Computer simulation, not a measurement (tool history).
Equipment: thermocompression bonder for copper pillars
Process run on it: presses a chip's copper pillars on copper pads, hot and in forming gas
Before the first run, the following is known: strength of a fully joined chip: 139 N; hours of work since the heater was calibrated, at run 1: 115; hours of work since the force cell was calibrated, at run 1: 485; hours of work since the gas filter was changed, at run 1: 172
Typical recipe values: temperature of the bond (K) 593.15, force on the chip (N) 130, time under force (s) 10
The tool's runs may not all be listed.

| run | day | temperature of the bond (K) | force on the chip (N) | time under force (s) | hours of work since the heater was calibrated | hours of work since the force cell was calibrated | hours of work since the gas filter was changed | force that shears a chip off (N) |
|---|---|---|---|---|---|---|---|---|
| 1 | 0.000 | 593.15 | 130 | 10 | 115 | 485 | 172 | 79.7 |
| 2 | 0.325 | 593.15 | 130 | 10 | 118 | 488 | 175 | 79.2 |
| 3 | 0.558 | 593.15 | 130 | 10 | 121 | 491 | 178 | 79.8 |
| 4 | 0.979 | 593.15 | 130 | 10 | 125 | 495 | 182 | 81.3 |
| 5 | 1.392 | 593.15 | 130 | 10 | 129 | 500 | 187 | 79.8 |
| 6 | 1.658 | 593.15 | 130 | 6 | 132 | 502 | 190 | 69.2 |
| 7 | 2.092 | 593.15 | 130 | 6 | 137 | 507 | 194 | 67.7 |
|  | 2.325 | forming gas filter changed |
| 8 | 2.375 | 593.15 | 130 | 10 | 140 | 510 | 1 | 82.6 |
| 9 | 2.646 | 593.15 | 130 | 10 | 143 | 513 | 3 | 84.6 |
| 10 | 2.829 | 593.15 | 130 | 15 | 145 | 515 | 5 | 92.8 |
| 11 | 3.154 | 593.15 | 130 | 15 | 148 | 518 | 9 | 93.2 |
| 12 | 3.558 | 593.15 | 130 | 15 | 152 | 522 | 13 | 94.2 |
| 13 | 3.817 | 612.15 | 95 | 10 | 155 | 525 | 16 | 90.5 |
| 14 | 4.221 | 613.15 | 82 | 10 | 160 | 530 | 20 | 83.4 |
| 15 | 4.533 | 613.15 | 82 | 10 | 163 | 533 | 24 | 85.8 |
| 16 | 4.954 | 594.15 | 84 | 11 | 167 | 537 | 28 | 71.7 |
| 17 | 5.325 | 594.15 | 84 | 11 | 171 | 541 | 32 | 72.7 |
| 18 | 5.642 | 594.15 | 141 | 5 | 175 | 545 | 36 | 68.6 |
| 19 | 6.088 | 586.15 | 188 | 5 | 180 | 550 | 40 | 70.3 |
| 20 | 6.529 | 586.15 | 188 | 5 | 184 | 554 | 45 | 71.6 |
| 21 | 6.925 | 591.15 | 130 | 11 | 189 | 559 | 49 | 85.3 |
| 22 | 7.104 | 575.15 | 130 | 14 | 190 | 561 | 51 | 74.0 |

Consider 5 possible next runs. They are alternatives, not a sequence: every one starts from the tool as it was left by run 22. What does each give?
| A | 7.325 | 575.15 | 154 | 9 | 193 | 563 | 54 | ? |
| B | 7.325 | 621.15 | 107 | 26 | 193 | 563 | 54 | ? |
| C | 7.325 | 593.15 | 130 | 8 | 193 | 563 | 54 | ? |
| D | 7.325 | 575.15 | 130 | 16 | 193 | 563 | 54 | ? |
| E | 7.325 | 595.15 | 126 | 18 | 193 | 563 | 54 | ? |

| run | force that shears a chip off (N) |
|---|---|
| A | 67.9 |
| B | 121.1 |
| C | 75.8 |
| D | 77.1 |
| E | 96.2 |
Without the tool's unlogged condition, the same runs would have read:
| run | force that shears a chip off (N) |
|---|---|
| A | 68.1 |
| B | 122.1 |
| C | 76.3 |
| D | 77.4 |
| E | 96.8 |

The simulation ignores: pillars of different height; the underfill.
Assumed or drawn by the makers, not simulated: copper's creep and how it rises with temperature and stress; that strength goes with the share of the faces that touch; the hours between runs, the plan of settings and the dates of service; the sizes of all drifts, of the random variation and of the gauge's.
